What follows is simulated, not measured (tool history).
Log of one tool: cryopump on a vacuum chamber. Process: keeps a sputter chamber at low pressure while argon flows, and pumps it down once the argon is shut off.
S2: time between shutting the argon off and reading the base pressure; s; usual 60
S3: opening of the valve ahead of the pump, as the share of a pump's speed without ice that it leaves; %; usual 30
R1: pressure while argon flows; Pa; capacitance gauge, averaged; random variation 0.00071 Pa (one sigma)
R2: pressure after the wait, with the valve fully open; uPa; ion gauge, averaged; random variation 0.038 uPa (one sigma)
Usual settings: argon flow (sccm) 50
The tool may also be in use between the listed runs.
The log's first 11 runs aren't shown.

run 12 hour=139.5 | argon_flow_(sccm)=90 S2=60 S3=30 | R1=0.4413 R2=4.95
run 13 hour=152.5 | argon_flow_(sccm)=48 S2=60 S3=30 | R1=0.2363 R2=4.87
run 14 hour=167.7 | argon_flow_(sccm)=48 S2=60 S3=30 | R1=0.2345 R2=4.87
run 15 hour=180.1 | argon_flow_(sccm)=41 S2=60 S3=30 | R1=0.201 R2=4.85
run 16 hour=192.7 | argon_flow_(sccm)=50 S2=60 S3=30 | R1=0.2441 R2=4.88
run 17 hour=207.5 | argon_flow_(sccm)=50 S2=60 S3=30 | R1=0.2447 R2=4.92
run 18 hour=218.7 | argon_flow_(sccm)=56 S2=60 S3=30 | R1=0.2761 R2=4.91
run 19 hour=233.2 | argon_flow_(sccm)=56 S2=33 S3=32 | R1=0.2599 R2=6.63
run 20 hour=241.6 | argon_flow_(sccm)=51 S2=60 S3=30 | R1=0.2522 R2=5.04
run 21 hour=250.5 | argon_flow_(sccm)=39 S2=60 S3=26 | R1=0.2209 R2=4.87
run 22 hour=262.9 | argon_flow_(sccm)=50 S2=39 S3=41 | R1=0.1818 R2=5.97
run 23 hour=274.5 | argon_flow_(sccm)=32 S2=275 S3=15 | R1=0.3124 R2=3.52
run 24 hour=281.8 | argon_flow_(sccm)=20 S2=147 S3=31 | R1=0.0956 R2=3.85
run 25 hour=289.6 | argon_flow_(sccm)=59 S2=31 S3=20 | R1=0.433 R2=6.8
run 26 hour=301.2 | argon_flow_(sccm)=59 S2=31 S3=20 | R1=0.4343 R2=6.92
run 27 hour=309.3 | argon_flow_(sccm)=36 S2=120 S3=18 | R1=0.2943 R2=4
run 28 hour=322.1 | argon_flow_(sccm)=26 S2=252 S3=17 | R1=0.224 R2=3.49
run 29 hour=330.7 | argon_flow_(sccm)=66 S2=88 S3=27 | R1=0.361 R2=4.33
run 30 hour=340 | argon_flow_(sccm)=23 S2=88 S3=44 | R1=0.0783 R2=4.42
run 31 hour=349.6 | argon_flow_(sccm)=50 S2=189 S3=30 | R1=0.2474 R2=3.74
run 32 hour=363.9 | argon_flow_(sccm)=50 S2=189 S3=30 | R1=0.2487 R2=3.66
run 33 hour=375.2 | argon_flow_(sccm)=50 S2=30 S3=36 | R1=0.2073 R2=6.77
run 34 hour=388.8 | argon_flow_(sccm)=50 S2=30 S3=36 | R1=0.2074 R2=7

Forecast each of these 4 alternatives for the next run:
run A hour=400.4 | argon_flow_(sccm)=40 S2=146 S3=47 | R1=? R2=?
run B hour=400.4 | argon_flow_(sccm)=50 S2=186 S3=58 | R1=? R2=?
run C hour=400.4 | argon_flow_(sccm)=50 S2=60 S3=37 | R1=? R2=?
run D hour=400.4 | argon_flow_(sccm)=50 S2=55 S3=30 | R1=? R2=?

run=A R1=0.1276 R2=3.95
run=B R1=0.1309 R2=3.78
run=C R1=0.2017 R2=4.98
run=D R1=0.2487 R2=5.28
Without the tool's hidden state the same runs would have given:
run=A R1=0.1225 R2=1.05
run=B R1=0.1244 R2=0.87
run=C R1=0.1952 R2=2.13
run=D R1=0.2422 R2=2.37
